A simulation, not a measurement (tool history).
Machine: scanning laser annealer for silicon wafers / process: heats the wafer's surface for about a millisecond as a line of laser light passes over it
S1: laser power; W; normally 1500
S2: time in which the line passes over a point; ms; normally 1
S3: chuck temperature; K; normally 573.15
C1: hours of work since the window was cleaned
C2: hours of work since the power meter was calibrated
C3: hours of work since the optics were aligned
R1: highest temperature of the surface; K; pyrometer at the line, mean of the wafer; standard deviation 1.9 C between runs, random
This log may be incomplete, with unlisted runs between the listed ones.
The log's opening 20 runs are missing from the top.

run   hour    S1    S2      S3   C1   C2    C3       R1
 21  310.4  1500  0.98  573.15   77  370  1117  1348.15
 22  328.8  1500   0.9  573.15   88  382  1128  1316.15
     333.5  -- laser's power meter calibrated
 23  345.4  1418  0.88  547.15   96    7  1136  1235.15
 24  353.7  1418  0.92  571.15  101   12  1141  1279.15
 25    367  1500     1  535.15  110   21  1150  1317.15
 26  376.9  1355  0.91  569.15  116   27  1156  1245.15
 27  389.3  1331     1  573.15  123   34  1163  1264.15
 28  406.2  1487   0.8  572.15  134   45  1173  1260.15
       412  -- laser's power meter calibrated, once more
 29  422.4  1482   1.1  578.15  142    6  1182  1394.15
 30  439.6  1482   1.1  578.15  152   17  1192  1395.15
 31  448.7  1482   1.1  578.15  158   22  1198  1393.15
 32    468  1482   1.1  578.15  169   34  1209  1394.15
 33  484.4  1482   1.1  578.15  180   44  1219  1394.15
 34  502.9  1482  0.85  578.15  191   56  1231  1290.15
 35  518.3  1482  0.85  578.15  200   65  1240  1290.15
 36  527.9  1482  0.85  578.15  206   71  1246  1291.15
 37  541.9  1482  0.85  578.15  215   80  1255  1287.15
 38  556.4  1510  0.85  573.15  224   88  1264  1296.15
 39  564.7  1540  0.71  586.15  229   93  1269  1254.15
 40  584.2  1540  0.71  586.15  241  105  1281  1256.15
 41  602.2  1540  0.97  586.15  252  116  1292  1373.15
 42  618.2  1306   1.2  571.15  261  126  1301  1312.15

3 ways to go on from here, each from the tool as it stands after run 42. What would each give?
  A  632.1  1630  1.24  601.15  270  135  1310   ?
  B  632.1  1482  0.71  571.15  270  135  1310   ?
  C  632.1  1487     1  576.15  270  135  1310   ?

run       R1
  A  1549.15
  B  1212.15
  C  1347.15
Had the tool no hidden state, the same runs would have come out as:
run       R1
  A  1583.15
  B  1235.15
  C  1375.15
